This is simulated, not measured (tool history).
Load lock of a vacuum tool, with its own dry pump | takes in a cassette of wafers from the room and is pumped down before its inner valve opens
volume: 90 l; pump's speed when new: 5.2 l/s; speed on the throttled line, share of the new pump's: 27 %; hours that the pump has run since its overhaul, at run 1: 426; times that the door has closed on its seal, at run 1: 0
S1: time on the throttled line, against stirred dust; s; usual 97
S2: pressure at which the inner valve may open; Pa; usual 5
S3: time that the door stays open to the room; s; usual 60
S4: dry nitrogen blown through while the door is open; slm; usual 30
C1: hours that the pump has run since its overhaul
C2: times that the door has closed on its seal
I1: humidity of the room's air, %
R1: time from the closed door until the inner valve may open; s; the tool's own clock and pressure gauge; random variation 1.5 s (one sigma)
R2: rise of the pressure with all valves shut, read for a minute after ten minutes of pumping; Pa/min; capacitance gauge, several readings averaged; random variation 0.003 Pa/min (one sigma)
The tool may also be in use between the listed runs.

{"run": 1, "hour": 0.0, "S1": 97, "S2": 5, "S3": 60, "S4": 30, "C1": 426, "C2": 0, "I1": 46.8, "R1": 246.9, "R2": 0.009}
{"run": 2, "hour": 537.6, "S1": 97, "S2": 5, "S3": 60, "S4": 37, "C1": 963, "C2": 1367, "I1": 42.9, "R1": 247.8, "R2": 0.015}
{"run": 3, "hour": 927.8, "S1": 97, "S2": 10, "S3": 60, "S4": 30, "C1": 1353, "C2": 2359, "I1": 44, "R1": 238.5, "R2": 0.032}
{"run": 4, "hour": 1284.1, "S1": 97, "S2": 10, "S3": 60, "S4": 30, "C1": 1710, "C2": 3265, "I1": 46.6, "R1": 235, "R2": 0.042}
{"run": 5, "hour": 1588.8, "S1": 97, "S2": 10, "S3": 60, "S4": 30, "C1": 2014, "C2": 4039, "I1": 41.5, "R1": 237.1, "R2": 0.048}
{"run": 6, "hour": 1884.1, "S1": 97, "S2": 10, "S3": 60, "S4": 30, "C1": 2310, "C2": 4790, "I1": 45.9, "R1": 237.9, "R2": 0.059}
{"run": 7, "hour": 2296.3, "S1": 97, "S2": 10, "S3": 60, "S4": 30, "C1": 2722, "C2": 5838, "I1": 44.9, "R1": 238.7, "R2": 0.073}
{"run": 8, "hour": 2583.5, "S1": 97, "S2": 10, "S3": 60, "S4": 30, "C1": 3009, "C2": 6568, "I1": 44.7, "R1": 238.5, "R2": 0.084}
{"run": 9, "hour": 2858.0, "S1": 97, "S2": 10, "S3": 227, "S4": 30, "C1": 3284, "C2": 7266, "I1": 41.8, "R1": 237.6, "R2": 0.111}
{"run": 10, "hour": 3230.5, "S1": 113, "S2": 10, "S3": 60, "S4": 30, "C1": 3656, "C2": 8213, "I1": 44.1, "R1": 249.5, "R2": 0.118}
{"run": 11, "hour": 3647.3, "S1": 97, "S2": 5, "S3": 60, "S4": 5, "C1": 4073, "C2": 9272, "I1": 46.5, "R1": 256.2, "R2": 0.154}
{"run": 12, "hour": 4151.5, "S1": 140, "S2": 7, "S3": 60, "S4": 27, "C1": 4577, "C2": 10554, "I1": 44, "R1": 277.1, "R2": 0.167}
{"run": 13, "hour": 4445.8, "S1": 76, "S2": 5, "S3": 60, "S4": 27, "C1": 4871, "C2": 11302, "I1": 44.9, "R1": 244, "R2": 0.183}
{"run": 14, "hour": 4967.6, "S1": 97, "S2": 4, "S3": 60, "S4": 23, "C1": 5393, "C2": 12629, "I1": 46, "R1": 266.5, "R2": 0.22}
{"run": 15, "hour": 5424.8, "S1": 97, "S2": 4, "S3": 60, "S4": 23, "C1": 5850, "C2": 13791, "I1": 41.8, "R1": 262.6, "R2": 0.254}

5 ways to go on from here, each from the tool as it stands after run 15. What would each give?
{"run": "A", "hour": 5848.4, "S1": 97, "S2": 9, "S3": 42, "S4": 23, "C1": 6274, "C2": 14868, "I1": 43.2, "R1": "?", "R2": "?"}
{"run": "B", "hour": 5848.4, "S1": 132, "S2": 7, "S3": 60, "S4": 4, "C1": 6274, "C2": 14868, "I1": 42.9, "R1": "?", "R2": "?"}
{"run": "C", "hour": 5848.4, "S1": 97, "S2": 5, "S3": 60, "S4": 6, "C1": 6274, "C2": 14868, "I1": 46.6, "R1": "?", "R2": "?"}
{"run": "D", "hour": 5848.4, "S1": 57, "S2": 5, "S3": 60, "S4": 30, "C1": 6274, "C2": 14868, "I1": 47.8, "R1": "?", "R2": "?"}
{"run": "E", "hour": 5848.4, "S1": 189, "S2": 5, "S3": 60, "S4": 30, "C1": 6274, "C2": 14868, "I1": 44.1, "R1": "?", "R2": "?"}

run=A R1=245.9 R2=0.278
run=B R1=279.3 R2=0.296
run=C R1=260.1 R2=0.289
run=D R1=232.3 R2=0.278
run=E R1=324.7 R2=0.278
Without the tool's hidden state the same runs would have given:
run=A R1=230.3 R2=0.012
run=B R1=263.7 R2=0.026
run=C R1=242.8 R2=0.021
run=D R1=213.7 R2=0.01
run=E R1=310.1 R2=0.01

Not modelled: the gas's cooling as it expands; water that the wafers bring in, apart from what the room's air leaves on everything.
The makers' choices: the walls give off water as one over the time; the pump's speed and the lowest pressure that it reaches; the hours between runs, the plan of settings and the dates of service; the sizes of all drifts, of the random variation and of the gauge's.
